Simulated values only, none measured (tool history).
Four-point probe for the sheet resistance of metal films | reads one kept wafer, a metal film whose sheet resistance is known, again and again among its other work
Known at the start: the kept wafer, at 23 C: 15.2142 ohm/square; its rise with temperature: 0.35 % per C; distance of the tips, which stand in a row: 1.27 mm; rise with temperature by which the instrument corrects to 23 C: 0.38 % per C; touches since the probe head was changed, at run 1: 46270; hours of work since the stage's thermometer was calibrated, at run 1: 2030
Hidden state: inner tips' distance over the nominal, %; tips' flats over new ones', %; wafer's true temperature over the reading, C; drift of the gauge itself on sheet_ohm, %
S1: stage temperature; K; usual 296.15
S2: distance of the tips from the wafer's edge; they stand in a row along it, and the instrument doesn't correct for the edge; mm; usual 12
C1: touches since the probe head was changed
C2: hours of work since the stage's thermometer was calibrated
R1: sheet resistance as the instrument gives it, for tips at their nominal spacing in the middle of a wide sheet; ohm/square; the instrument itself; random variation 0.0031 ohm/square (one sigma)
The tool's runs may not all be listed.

| run | hour | S1 | S2 | C1 | C2 | R1 |
|---|---|---|---|---|---|---|
| 1 | 0 | 296.15 | 12 | 46270 | 2030 | 15.125151 |
| 2 | 39.5 | 296.15 | 12 | 48505 | 2061 | 15.124764 |
| 3 | 124 | 296.15 | 12 | 53285 | 2126 | 15.111687 |
| 4 | 185.5 | 296.15 | 12 | 56769 | 2174 | 15.100548 |
| 5 | 234.3 | 296.15 | 12 | 59530 | 2212 | 15.094442 |
|  | 256 | new probe head fitted |
| 6 | 293.5 | 296.15 | 12 | 2126 | 2257 | 15.30732 |
| 7 | 330.6 | 296.15 | 12 | 4225 | 2286 | 15.301433 |
| 8 | 367.1 | 296.15 | 33 | 6288 | 2315 | 15.216323 |
| 9 | 419 | 296.15 | 12 | 9227 | 2355 | 15.28401 |
| 10 | 457.9 | 296.15 | 12 | 11424 | 2385 | 15.282125 |
| 11 | 518.7 | 296.15 | 12 | 14869 | 2432 | 15.271507 |
| 12 | 606.1 | 297.15 | 12 | 19811 | 2500 | 15.253224 |
| 13 | 670 | 297.15 | 13 | 23430 | 2550 | 15.236362 |
| 14 | 713.1 | 294.15 | 30 | 25867 | 2584 | 15.174637 |
| 15 | 769.3 | 294.15 | 30 | 29047 | 2627 | 15.165246 |
| 16 | 845.1 | 300.15 | 14 | 33336 | 2686 | 15.181007 |
| 17 | 924.7 | 307.15 | 14 | 37843 | 2748 | 15.135821 |
| 18 | 962.2 | 307.15 | 14 | 39964 | 2777 | 15.137208 |
|  | 984.3 | stage's thermometer calibrated |
| 19 | 1024.6 | 291.15 | 38 | 43469 | 31 | 15.093098 |
| 20 | 1104.4 | 291.15 | 48 | 47981 | 93 | 15.077846 |
| 21 | 1179.8 | 291.15 | 48 | 52248 | 152 | 15.067637 |
| 22 | 1219.2 | 291.15 | 48 | 54477 | 183 | 15.067387 |
| 23 | 1263.8 | 295.15 | 5 | 57004 | 217 | 15.534701 |

4 ways to go on from here, each from the tool as it stands after run 23. What would each give?
|  | 1328.9 | new probe head fitted |
| A | 1328.9 | 308.15 | 4 | 0 | 267 | ? |
|  | 1328.9 | new probe head fitted |
| B | 1328.9 | 295.15 | 8 | 0 | 267 | ? |
|  | 1328.9 | new probe head fitted |
| C | 1328.9 | 297.15 | 58 | 0 | 267 | ? |
|  | 1328.9 | new probe head fitted |
| D | 1328.9 | 304.15 | 12 | 0 | 267 | ? |

| run | R1 |
|---|---|
| A | 15.957669 |
| B | 15.436957 |
| C | 15.228112 |
| D | 15.284537 |
Without the tool's hidden state the same runs would have given:
| run | R1 |
|---|---|
| A | 15.944256 |
| B | 15.423699 |
| C | 15.215066 |
| D | 15.271586 |
